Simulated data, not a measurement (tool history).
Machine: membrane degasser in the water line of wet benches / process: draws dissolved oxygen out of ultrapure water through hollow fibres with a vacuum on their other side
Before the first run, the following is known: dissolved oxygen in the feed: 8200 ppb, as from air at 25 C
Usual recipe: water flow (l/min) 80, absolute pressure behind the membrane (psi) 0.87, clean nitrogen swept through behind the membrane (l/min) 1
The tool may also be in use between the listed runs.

| run | hour | water flow (l/min) | absolute pressure behind the membrane (psi) | clean nitrogen swept through behind the membrane (l/min) | dissolved oxygen in the water behind the degasser (ppb) | pressure that the water loses in the fibres (psi) |
|---|---|---|---|---|---|---|
| 1 | 0 | 80 | 0.87 | 1 | 419.6 | 8.73 |
| 2 | 38.1 | 80 | 0.87 | 1 | 407.6 | 8.789 |
| 3 | 75.2 | 80 | 0.87 | 1 | 412.5 | 8.795 |
| 4 | 132.8 | 80 | 0.87 | 1 | 411.4 | 8.711 |
| 5 | 179.9 | 71 | 0.87 | 1 | 381.3 | 7.82 |
| 6 | 229 | 71 | 0.87 | 1 | 368.8 | 7.813 |
| 7 | 261.4 | 71 | 0.87 | 1 | 373.7 | 7.831 |
| 8 | 314 | 80 | 0.87 | 1 | 409.6 | 8.723 |
| 9 | 363.5 | 80 | 0.87 | 1 | 419.9 | 8.794 |
| 10 | 399.8 | 80 | 0.571 | 1 | 156.5 | 8.834 |
| 11 | 449.3 | 80 | 0.571 | 1 | 156.1 | 8.772 |

Expected results for the next run?
| 12 | 494.2 | 80 | 1.447 | 1.34 | ? | ? |

Run 12 produced dissolved oxygen in the water behind the degasser (ppb) 750.4, pressure that the water loses in the fibres (psi) 8.736.
Without the tool's hidden state the same run would have given dissolved oxygen in the water behind the degasser (ppb) 731.6, pressure that the water loses in the fibres (psi) 8.702.
